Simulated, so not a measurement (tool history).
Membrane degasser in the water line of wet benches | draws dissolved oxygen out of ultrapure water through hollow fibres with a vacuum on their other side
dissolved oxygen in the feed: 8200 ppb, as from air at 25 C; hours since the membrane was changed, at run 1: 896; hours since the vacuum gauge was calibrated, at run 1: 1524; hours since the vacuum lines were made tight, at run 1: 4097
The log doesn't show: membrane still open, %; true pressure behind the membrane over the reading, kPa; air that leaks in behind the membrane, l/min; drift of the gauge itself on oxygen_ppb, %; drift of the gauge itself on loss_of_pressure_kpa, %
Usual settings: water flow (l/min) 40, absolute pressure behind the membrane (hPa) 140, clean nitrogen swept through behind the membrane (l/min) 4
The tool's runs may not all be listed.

run,hour,water flow (l/min),absolute pressure behind the membrane (hPa),clean nitrogen swept through behind the membrane (l/min),hours since the membrane was changed,hours since the vacuum gauge was calibrated,hours since the vacuum lines were made tight,dissolved oxygen in the water behind the degasser (ppb),pressure that the water loses in the fibres (hPa)
1,0,40,140,4,896,1524,4097,252.7,277.2
2,145.6,40,140,4,1042,1670,4242,252.9,278.1
3,265.5,40,140,4,1162,1790,4362,252.8,280.3
4,413.2,40,140,4,1310,1937,4510,253.3,277.6
5,528.7,40,140,4,1425,2053,4625,253.1,278.5
6,639.3,40,140,4,1536,2163,4736,252.9,279.2
# hour 648.2: vacuum gauge calibrated
7,731.3,40,140,4,1627,83,4827,254.2,279
8,802,40,140,2.06,1698,154,4898,455,279.4
# hour 825.2: seals of the vacuum lines changed
9,872.2,35,140,4,1766,222,47,222.3,244.9
10,964.5,35,221,5.27,1858,314,139,295.3,244.1
11,1094.1,59,326,5.27,1988,444,269,724.5,411.3
12,1181.9,57,102,2.59,2076,532,357,343.7,398
13,1246.3,38,102,2.11,2140,596,421,281.9,266.4
# hour 1354.2: vacuum gauge calibrated, once more
14,1391.4,48,132,3.29,2285,37,566,329.2,334.7
15,1489.9,42,154,4,2383,136,664,295.2,292.7

Forecast each of these 5 alternatives for the next run:
A,1642.7,25,144,4.62,2536,288,817,?,?
B,1642.7,40,144,2.19,2536,288,817,?,?
C,1642.7,30,147,5.08,2536,288,817,?,?
D,1642.7,44,140,2.73,2536,288,817,?,?
E,1642.7,29,176,2.86,2536,288,817,?,?

run,dissolved oxygen in the water behind the degasser (ppb),pressure that the water loses in the fibres (hPa)
A,145.7,174.8
B,442.2,279.4
C,162.5,209.6
D,384.9,307.8
E,333.5,203.9
Without the tool's hidden state the same runs would have given:
run,dissolved oxygen in the water behind the degasser (ppb),pressure that the water loses in the fibres (hPa)
A,145,173
B,440.9,276.5
C,161.8,207.4
D,383.7,304.5
E,332.3,201.7

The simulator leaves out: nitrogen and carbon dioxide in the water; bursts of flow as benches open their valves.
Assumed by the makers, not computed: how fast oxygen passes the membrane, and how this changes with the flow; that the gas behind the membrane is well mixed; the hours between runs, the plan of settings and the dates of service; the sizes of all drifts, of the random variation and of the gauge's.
